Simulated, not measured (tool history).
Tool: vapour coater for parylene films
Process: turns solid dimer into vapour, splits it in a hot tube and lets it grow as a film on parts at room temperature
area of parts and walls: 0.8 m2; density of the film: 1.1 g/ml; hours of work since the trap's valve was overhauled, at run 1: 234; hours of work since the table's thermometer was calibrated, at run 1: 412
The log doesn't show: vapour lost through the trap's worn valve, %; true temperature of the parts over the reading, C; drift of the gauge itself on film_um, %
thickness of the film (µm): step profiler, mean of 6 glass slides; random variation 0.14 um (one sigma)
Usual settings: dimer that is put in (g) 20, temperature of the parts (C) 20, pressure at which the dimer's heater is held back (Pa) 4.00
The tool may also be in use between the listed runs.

run	hour	dimer that is put in (g)	temperature of the parts (C)	pressure at which the dimer's heater is held back (Pa)	hours of work since the trap's valve was overhauled	hours of work since the table's thermometer was calibrated	thickness of the film (µm)
1	0.0	20	20	4.00	234	412	16.94
2	9.0	23	20	4.00	241	419	19.06
3	17.4	23	20	4.00	248	426	19.27
4	34.6	23	20	4.00	262	440	19.65
5	42.3	23	20	4.00	269	446	19.52
6	56.2	23	20	4.00	280	458	19.27
7	72.4	14	20	4.00	293	471	11.73
8	86.1	27	20	4.00	304	482	22.82
9	94.8	27	20	4.00	312	489	22.63
10	109.4	20	20	8.53	324	501	14.23
11	121.7	20	20	8.53	334	512	14.13
12	132.7	20	20	8.53	343	521	14.30
13	150.3	20	20	4.00	357	535	16.77
14	167.7	20	20	4.00	371	549	16.64
15	184.9	11	20	4.00	386	563	9.13
16	200.0	20	20	4.00	398	576	16.30
17	215.6	20	20	4.00	411	589	16.82
# hour 217.7: table's thermometer calibrated
18	228.4	20	20	4.00	421	9	16.44
19	245.1	20	20	4.00	434	23	16.50
20	261.1	20	20	4.00	447	36	16.42
21	274.0	20	20	4.00	458	46	16.23
22	290.3	20	20	6.79	471	60	14.60
# hour 292.4: table's thermometer calibrated, once more
23	301.8	20	20	6.79	480	8	14.84
24	312.9	20	25	6.68	489	17	12.13
25	321.6	20	25	6.68	496	24	12.02
26	337.2	22	17	7.19	509	37	18.15
27	351.4	22	17	7.19	521	48	18.21
28	367.5	20	14	7.56	534	62	18.46
29	383.3	20	14	7.56	547	75	18.43
30	391.7	20	24	2.31	554	82	15.60
31	400.1	8	24	5.73	561	88	5.14
32	412.7	8	24	5.73	571	99	5.04
33	425.3	12	21	6.59	581	109	8.45
34	439.4	12	21	6.59	593	121	8.33
35	448.6	12	21	6.59	601	128	8.41
36	465.7	20	23	3.97	615	142	14.28
37	480.3	20	23	3.97	627	154	14.09
38	491.8	17	28	6.90	636	164	8.70
39	500.4	24	20	4.00	643	171	19.13
40	510.0	33	20	6.34	651	179	23.82
41	520.7	9	21	3.04	660	187	7.34
# hour 529.3: trap's valve overhauled
42	532.6	20	20	6.18	3	194	16.28
43	546.2	20	20	6.18	14	205	16.09
44	555.4	8	20	4.00	21	213	7.13
45	564.6	12	22	8.19	29	220	8.58
46	575.1	27	26	4.82	38	229	17.96

Forecast each of these 3 alternatives for the next run:
A	590.5	27	20	9.44	50	241	?
B	590.5	31	15	3.13	50	241	?
C	590.5	20	26	10.74	50	241	?

run	thickness of the film (µm)
A	19.94
B	34.28
C	11.12
Without the tool's hidden state the same runs would have given:
run	thickness of the film (µm)
A	20.15
B	34.52
C	11.24

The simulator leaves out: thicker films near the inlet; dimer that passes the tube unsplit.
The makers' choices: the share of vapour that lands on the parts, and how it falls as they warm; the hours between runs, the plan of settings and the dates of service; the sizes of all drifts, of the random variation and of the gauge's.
